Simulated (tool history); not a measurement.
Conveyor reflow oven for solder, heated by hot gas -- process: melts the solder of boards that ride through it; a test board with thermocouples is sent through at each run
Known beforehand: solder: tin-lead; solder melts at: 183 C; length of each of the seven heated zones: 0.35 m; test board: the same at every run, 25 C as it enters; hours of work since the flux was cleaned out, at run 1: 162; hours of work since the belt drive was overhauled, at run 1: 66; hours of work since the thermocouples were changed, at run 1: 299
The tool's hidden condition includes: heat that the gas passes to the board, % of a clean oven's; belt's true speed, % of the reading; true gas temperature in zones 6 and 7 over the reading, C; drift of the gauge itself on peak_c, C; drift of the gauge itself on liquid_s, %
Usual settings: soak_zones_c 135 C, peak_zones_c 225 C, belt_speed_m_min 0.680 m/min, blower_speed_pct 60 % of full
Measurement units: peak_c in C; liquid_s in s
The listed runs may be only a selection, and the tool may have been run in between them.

run,hour,soak_zones_c,peak_zones_c,belt_speed_m_min,blower_speed_pct,hours of work since the flux was cleaned out,hours of work since the belt drive was overhauled,hours of work since the thermocouples were changed,peak_c,liquid_s
1,0.0,135,225,0.680,60,162,66,299,202.1,31.4
2,21.4,135,225,0.680,60,172,76,309,202.1,31.1
3,37.8,131,225,0.680,60,180,84,316,200.9,29.2
4,59.4,135,225,0.630,60,190,94,326,204.8,37.2
5,81.6,135,225,0.680,70,200,104,337,203.7,33.3
6,96.9,135,225,0.680,70,207,111,344,203.6,33.3
7,134.3,135,225,0.680,60,224,129,361,201.6,30.9
8,154.8,135,225,0.680,60,234,138,371,201.6,30.8
9,171.8,135,225,0.680,60,242,146,378,201.6,30.6
10,198.4,135,225,0.680,60,254,158,391,201.3,30.7
# hour 226.0: flux residue cleaned out of gas plates and filters
11,238.7,135,225,0.680,60,6,175,407,204.3,34.1
12,268.3,135,225,0.680,60,20,188,421,204.2,34.2
# hour 274.2: belt drive overhauled, speed set with a stopwatch
13,304.1,135,225,0.680,60,34,14,436,204.4,34.4
14,339.7,135,225,0.680,60,51,30,452,204.2,33.9
# hour 345.5: belt drive overhauled, speed set with a stopwatch, once more
15,371.0,129,225,0.680,60,64,12,465,202.5,30.8
16,403.2,129,225,0.680,60,78,27,480,202.3,30.5
17,437.6,145,225,0.680,90,94,43,496,210.9,43.5
18,453.6,145,225,0.680,62,102,50,503,206.3,39.0
19,476.4,137,225,0.680,60,112,61,514,204.0,33.9
20,509.3,137,225,0.680,60,128,76,529,204.0,34.0
21,532.7,140,232,0.564,50,139,87,540,214.7,54.5
22,550.7,140,232,0.564,50,147,95,548,214.7,53.9
23,568.9,135,220,0.651,60,155,104,557,200.9,32.2
24,586.9,135,220,0.651,60,164,112,565,200.8,31.8
25,618.7,135,218,0.680,60,178,127,580,197.8,26.5
26,640.2,123,232,0.680,82,188,137,590,210.0,36.3
27,677.4,131,232,0.739,82,206,154,607,208.0,33.5
28,708.2,131,217,0.739,74,220,168,621,195.0,20.1
# hour 713.5: thermocouples of zones 6 and 7 changed
29,743.6,125,232,0.680,73,235,184,14,206.1,33.2
30,767.8,136,232,0.689,56,247,195,25,204.7,33.5
31,783.2,136,232,0.689,56,254,202,32,204.5,33.6

Here are 3 independent what-if runs from the current tool condition. What would each one return?
# hour 812.8: flux residue cleaned out of gas plates and filters
A,813.0,135,225,0.680,53,0,213,44,?,?
# hour 812.8: flux residue cleaned out of gas plates and filters
B,813.0,132,232,0.578,65,0,213,44,?,?
# hour 812.8: flux residue cleaned out of gas plates and filters
C,813.0,136,214,0.689,62,0,213,44,?,?

run,peak_c,liquid_s
A,201.7,31.2
B,215.1,51.1
C,194.6,23.4
Without the tool's unlogged condition, the same runs would have read:
run,peak_c,liquid_s
A,201.4,30.6
B,214.8,50.4
C,194.3,22.8
